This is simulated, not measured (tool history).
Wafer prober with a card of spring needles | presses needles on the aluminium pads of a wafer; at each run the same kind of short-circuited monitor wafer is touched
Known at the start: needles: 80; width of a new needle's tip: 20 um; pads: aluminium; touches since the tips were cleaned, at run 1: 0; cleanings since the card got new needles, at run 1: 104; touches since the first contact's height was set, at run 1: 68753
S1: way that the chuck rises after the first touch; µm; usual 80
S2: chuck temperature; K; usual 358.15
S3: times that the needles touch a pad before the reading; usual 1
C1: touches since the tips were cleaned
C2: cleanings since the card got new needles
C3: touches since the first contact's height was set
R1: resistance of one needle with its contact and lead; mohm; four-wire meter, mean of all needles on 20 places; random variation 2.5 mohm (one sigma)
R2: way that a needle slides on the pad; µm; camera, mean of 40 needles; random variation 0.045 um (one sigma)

run,hour,S1,S2,S3,C1,C2,C3,R1,R2
1,0.0,80,358.15,1,0,104,68753,282,9.93
# hour 7.5: tips cleaned on abrasive film
# hour 15.5: tips cleaned on abrasive film
2,16.4,80,358.15,1,406,106,75676,288,9.88
# hour 23.2: tips cleaned on abrasive film
3,25.2,80,358.15,1,863,107,79385,288,9.95
# hour 30.9: tips cleaned on abrasive film
# hour 39.0: tips cleaned on abrasive film
4,45.8,80,358.15,1,2913,109,88087,283,9.87
# hour 47.6: tips cleaned on abrasive film
# hour 55.5: tips cleaned on abrasive film
# hour 63.0: tips cleaned on abrasive film
# hour 66.4: height of the first contact set anew
5,68.0,80,358.15,1,2012,112,680,284,9.89
# hour 71.2: tips cleaned on abrasive film
# hour 79.4: tips cleaned on abrasive film
6,81.7,80,327.15,1,971,114,6451,275,9.87
# hour 87.8: tips cleaned on abrasive film
# hour 96.3: tips cleaned on abrasive film
7,100.6,83,302.15,2,1823,116,14416,270,10.37

Run 8 comes next. What will it give?
# hour 104.3: tips cleaned on abrasive film
# hour 112.3: tips cleaned on abrasive film
8,118.5,99,348.15,1,2634,118,21968,?,?

{"run 8": {"R1": 279, "R2": 12.31}}
Without the tool's hidden state the same run would have given R1 278 mohm, R2 12.24 µm.
